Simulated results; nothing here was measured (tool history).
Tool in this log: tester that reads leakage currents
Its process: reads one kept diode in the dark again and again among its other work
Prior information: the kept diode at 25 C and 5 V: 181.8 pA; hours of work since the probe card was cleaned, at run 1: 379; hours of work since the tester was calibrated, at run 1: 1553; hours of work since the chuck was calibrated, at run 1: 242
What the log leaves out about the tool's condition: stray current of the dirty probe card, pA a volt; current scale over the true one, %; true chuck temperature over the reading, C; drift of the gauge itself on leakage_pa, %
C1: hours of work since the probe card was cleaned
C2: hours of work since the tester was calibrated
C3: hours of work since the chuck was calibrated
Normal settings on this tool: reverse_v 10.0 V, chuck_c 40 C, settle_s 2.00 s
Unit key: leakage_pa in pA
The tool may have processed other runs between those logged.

{"run": 1, "hour": 0.0, "reverse_v": 10.0, "chuck_c": 40, "settle_s": 2.0, "C1": 379, "C2": 1553, "C3": 242, "leakage_pa": 792.47}
{"run": 2, "hour": 169.8, "reverse_v": 10.0, "chuck_c": 40, "settle_s": 2.0, "C1": 494, "C2": 1669, "C3": 358, "leakage_pa": 802.01}
{"run": 3, "hour": 257.9, "reverse_v": 10.0, "chuck_c": 40, "settle_s": 2.0, "C1": 555, "C2": 1729, "C3": 419, "leakage_pa": 803.15}
{"run": 4, "hour": 359.5, "reverse_v": 10.0, "chuck_c": 40, "settle_s": 2.0, "C1": 624, "C2": 1798, "C3": 488, "leakage_pa": 806.9}
{"run": 5, "hour": 450.1, "reverse_v": 10.0, "chuck_c": 40, "settle_s": 2.0, "C1": 686, "C2": 1860, "C3": 550, "leakage_pa": 809.95}
{"run": 6, "hour": 606.5, "reverse_v": 10.0, "chuck_c": 40, "settle_s": 2.0, "C1": 793, "C2": 1967, "C3": 657, "leakage_pa": 820.07}
{"run": 7, "hour": 708.9, "reverse_v": 10.0, "chuck_c": 28, "settle_s": 2.0, "C1": 863, "C2": 2037, "C3": 727, "leakage_pa": 329.34}
{"run": 8, "hour": 814.3, "reverse_v": 10.0, "chuck_c": 28, "settle_s": 2.0, "C1": 935, "C2": 2109, "C3": 799, "leakage_pa": 331.73}
{"run": 9, "hour": 884.4, "reverse_v": 10.0, "chuck_c": 28, "settle_s": 2.0, "C1": 983, "C2": 2157, "C3": 846, "leakage_pa": 331.21}
{"hour": 968.4, "done": "chuck's temperature calibrated"}
{"run": 10, "hour": 1026.2, "reverse_v": 10.0, "chuck_c": 28, "settle_s": 2.0, "C1": 1078, "C2": 2252, "C3": 40, "leakage_pa": 309.31}
{"run": 11, "hour": 1180.7, "reverse_v": 10.0, "chuck_c": 28, "settle_s": 5.61, "C1": 1184, "C2": 2358, "C3": 145, "leakage_pa": 312.48}
{"run": 12, "hour": 1337.1, "reverse_v": 10.0, "chuck_c": 28, "settle_s": 5.61, "C1": 1290, "C2": 2464, "C3": 252, "leakage_pa": 316.52}
{"run": 13, "hour": 1436.1, "reverse_v": 10.0, "chuck_c": 28, "settle_s": 5.61, "C1": 1358, "C2": 2532, "C3": 319, "leakage_pa": 320.02}
{"run": 14, "hour": 1591.5, "reverse_v": 10.0, "chuck_c": 40, "settle_s": 2.0, "C1": 1464, "C2": 2638, "C3": 426, "leakage_pa": 809.06}
{"run": 15, "hour": 1720.6, "reverse_v": 10.9, "chuck_c": 40, "settle_s": 1.2, "C1": 1552, "C2": 2726, "C3": 514, "leakage_pa": 837.93}
{"run": 16, "hour": 1862.3, "reverse_v": 10.9, "chuck_c": 40, "settle_s": 1.2, "C1": 1649, "C2": 2823, "C3": 611, "leakage_pa": 844.0}
{"run": 17, "hour": 1982.1, "reverse_v": 3.5, "chuck_c": 49, "settle_s": 1.94, "C1": 1731, "C2": 2905, "C3": 692, "leakage_pa": 1049.46}
{"run": 18, "hour": 2105.6, "reverse_v": 19.2, "chuck_c": 38, "settle_s": 6.45, "C1": 1815, "C2": 2989, "C3": 777, "leakage_pa": 919.14}
{"run": 19, "hour": 2261.9, "reverse_v": 5.8, "chuck_c": 37, "settle_s": 0.3, "C1": 1922, "C2": 3096, "C3": 883, "leakage_pa": 545.94}
{"hour": 2292.6, "done": "chuck's temperature calibrated"}
{"run": 20, "hour": 2380.1, "reverse_v": 2.4, "chuck_c": 32, "settle_s": 1.37, "C1": 2001, "C2": 3175, "C3": 60, "leakage_pa": 242.59}
{"run": 21, "hour": 2484.3, "reverse_v": 7.1, "chuck_c": 50, "settle_s": 1.44, "C1": 2073, "C2": 3247, "C3": 131, "leakage_pa": 1406.93}
{"run": 22, "hour": 2641.5, "reverse_v": 1.3, "chuck_c": 54, "settle_s": 5.59, "C1": 2180, "C2": 3354, "C3": 238, "leakage_pa": 974.91}
{"run": 23, "hour": 2791.9, "reverse_v": 2.8, "chuck_c": 54, "settle_s": 5.59, "C1": 2283, "C2": 3457, "C3": 341, "leakage_pa": 1318.16}
{"run": 24, "hour": 2877.2, "reverse_v": 6.2, "chuck_c": 30, "settle_s": 1.54, "C1": 2341, "C2": 3515, "C3": 399, "leakage_pa": 311.97}
{"run": 25, "hour": 2946.0, "reverse_v": 8.4, "chuck_c": 26, "settle_s": 6.87, "C1": 2388, "C2": 3562, "C3": 446, "leakage_pa": 259.83}
{"run": 26, "hour": 3036.4, "reverse_v": 8.4, "chuck_c": 26, "settle_s": 6.87, "C1": 2450, "C2": 3624, "C3": 508, "leakage_pa": 260.58}
{"run": 27, "hour": 3137.6, "reverse_v": 13.9, "chuck_c": 26, "settle_s": 6.87, "C1": 2519, "C2": 3693, "C3": 577, "leakage_pa": 325.79}

Predict each of these 5 candidate next runs independently; none follows another, all start after run 27:
{"run": "A", "hour": 3282.3, "reverse_v": 7.0, "chuck_c": 26, "settle_s": 1.2, "C1": 2618, "C2": 3792, "C3": 676, "leakage_pa": "?"}
{"run": "B", "hour": 3282.3, "reverse_v": 1.0, "chuck_c": 33, "settle_s": 1.39, "C1": 2618, "C2": 3792, "C3": 676, "leakage_pa": "?"}
{"run": "C", "hour": 3282.3, "reverse_v": 10.0, "chuck_c": 40, "settle_s": 0.5, "C1": 2618, "C2": 3792, "C3": 676, "leakage_pa": "?"}
{"run": "D", "hour": 3282.3, "reverse_v": 4.7, "chuck_c": 44, "settle_s": 1.02, "C1": 2618, "C2": 3792, "C3": 676, "leakage_pa": "?"}
{"run": "E", "hour": 3282.3, "reverse_v": 1.6, "chuck_c": 31, "settle_s": 1.8, "C1": 2618, "C2": 3792, "C3": 676, "leakage_pa": "?"}

run=A leakage_pa=247.08
run=B leakage_pa=195.92
run=C leakage_pa=820.16
run=D leakage_pa=817.34
run=E leakage_pa=200.31
Had the tool no hidden state, the same runs would have come out as:
run=A leakage_pa=226.30
run=B leakage_pa=188.82
run=C leakage_pa=780.86
run=D leakage_pa=789.35
run=E leakage_pa=191.81

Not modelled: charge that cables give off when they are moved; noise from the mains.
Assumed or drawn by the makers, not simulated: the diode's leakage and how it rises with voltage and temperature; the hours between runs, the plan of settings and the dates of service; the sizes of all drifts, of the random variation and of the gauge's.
